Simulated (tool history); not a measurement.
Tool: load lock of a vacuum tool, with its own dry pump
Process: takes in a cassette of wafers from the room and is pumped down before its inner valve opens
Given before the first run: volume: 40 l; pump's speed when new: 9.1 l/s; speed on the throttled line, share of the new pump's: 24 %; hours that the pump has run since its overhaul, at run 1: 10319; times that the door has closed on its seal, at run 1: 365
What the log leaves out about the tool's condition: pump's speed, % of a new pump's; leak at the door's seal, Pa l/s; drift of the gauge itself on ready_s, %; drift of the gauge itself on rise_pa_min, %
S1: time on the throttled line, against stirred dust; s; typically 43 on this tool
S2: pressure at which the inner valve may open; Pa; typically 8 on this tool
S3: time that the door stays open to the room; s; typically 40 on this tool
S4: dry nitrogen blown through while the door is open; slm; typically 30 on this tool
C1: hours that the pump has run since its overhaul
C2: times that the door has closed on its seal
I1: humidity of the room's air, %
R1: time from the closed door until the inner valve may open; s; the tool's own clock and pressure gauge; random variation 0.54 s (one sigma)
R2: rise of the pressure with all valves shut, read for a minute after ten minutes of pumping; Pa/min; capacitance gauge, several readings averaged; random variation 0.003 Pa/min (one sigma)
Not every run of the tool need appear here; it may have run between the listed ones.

| run | hour | S1 | S2 | S3 | S4 | C1 | C2 | I1 | R1 | R2 |
|---|---|---|---|---|---|---|---|---|---|---|
| 1 | 0.0 | 43 | 8 | 40 | 30 | 10319 | 365 | 45.6 | 84.0 | 0.013 |
|  | 66.4 | dry pump taken out, an overhauled one fitted |
| 2 | 80.8 | 43 | 8 | 40 | 30 | 14 | 544 | 45.4 | 75.4 | 0.014 |
| 3 | 142.1 | 43 | 8 | 40 | 30 | 76 | 691 | 46.7 | 74.8 | 0.016 |
| 4 | 193.3 | 43 | 8 | 40 | 30 | 127 | 813 | 47.8 | 75.6 | 0.012 |
| 5 | 253.9 | 43 | 8 | 40 | 30 | 187 | 958 | 43.0 | 75.0 | 0.015 |
| 6 | 355.9 | 43 | 8 | 40 | 30 | 290 | 1202 | 45.2 | 75.6 | 0.016 |
| 7 | 445.7 | 43 | 8 | 40 | 30 | 379 | 1417 | 45.9 | 75.1 | 0.020 |
| 8 | 507.1 | 43 | 8 | 40 | 30 | 441 | 1564 | 45.4 | 74.7 | 0.018 |
| 9 | 551.5 | 43 | 8 | 40 | 30 | 485 | 1670 | 44.2 | 74.8 | 0.023 |
| 10 | 639.2 | 43 | 10 | 40 | 30 | 573 | 1880 | 45.8 | 74.1 | 0.023 |
| 11 | 725.1 | 43 | 10 | 40 | 16 | 659 | 2086 | 42.5 | 74.3 | 0.023 |
| 12 | 832.7 | 43 | 10 | 40 | 16 | 766 | 2343 | 42.1 | 74.2 | 0.023 |
| 13 | 897.9 | 43 | 10 | 40 | 16 | 832 | 2499 | 47.5 | 73.7 | 0.026 |
| 14 | 1005.8 | 43 | 10 | 40 | 16 | 939 | 2758 | 45.3 | 73.5 | 0.030 |
| 15 | 1081.9 | 43 | 8 | 40 | 30 | 1016 | 2940 | 45.9 | 76.0 | 0.025 |
| 16 | 1157.5 | 43 | 8 | 40 | 30 | 1091 | 3121 | 45.0 | 75.8 | 0.031 |
| 17 | 1230.9 | 43 | 8 | 40 | 30 | 1165 | 3296 | 45.0 | 75.2 | 0.026 |
| 18 | 1277.6 | 43 | 8 | 40 | 38 | 1211 | 3408 | 44.9 | 76.3 | 0.022 |
| 19 | 1325.7 | 25 | 10 | 40 | 28 | 1259 | 3523 | 44.4 | 60.2 | 0.029 |
| 20 | 1369.2 | 43 | 8 | 56 | 30 | 1303 | 3627 | 47.0 | 76.7 | 0.032 |
| 21 | 1455.4 | 43 | 8 | 56 | 30 | 1389 | 3833 | 46.0 | 75.4 | 0.031 |
| 22 | 1509.7 | 43 | 12 | 40 | 30 | 1443 | 3963 | 48.6 | 74.8 | 0.025 |
| 23 | 1594.4 | 43 | 8 | 40 | 31 | 1528 | 4166 | 44.1 | 75.8 | 0.037 |
| 24 | 1646.3 | 43 | 8 | 40 | 31 | 1580 | 4290 | 43.8 | 75.2 | 0.028 |
| 25 | 1697.0 | 43 | 8 | 40 | 13 | 1631 | 4411 | 45.1 | 75.6 | 0.037 |
| 26 | 1804.8 | 43 | 7 | 40 | 41 | 1738 | 4669 | 46.3 | 76.6 | 0.028 |
| 27 | 1872.9 | 43 | 7 | 40 | 41 | 1807 | 4832 | 47.4 | 76.9 | 0.034 |
| 28 | 1958.1 | 81 | 7 | 173 | 35 | 1892 | 5036 | 42.8 | 105.8 | 0.053 |
| 29 | 2014.7 | 74 | 13 | 40 | 30 | 1948 | 5172 | 43.7 | 98.0 | 0.034 |
| 30 | 2101.3 | 74 | 13 | 40 | 30 | 2035 | 5379 | 45.0 | 97.6 | 0.035 |
| 31 | 2185.2 | 43 | 8 | 101 | 30 | 2119 | 5580 | 45.5 | 77.0 | 0.053 |
| 32 | 2285.6 | 58 | 8 | 101 | 4 | 2219 | 5820 | 44.4 | 88.6 | 0.073 |

The next listed run, before its measurement:
| 33 | 2350.4 | 58 | 8 | 101 | 4 | 2284 | 5975 | 44.8 | ? | ? |

R1: 87.2 s
R2: 0.075 Pa/min
Without the tool's hidden state the same run would have given R1 85.9 s, R2 0.048 Pa/min.
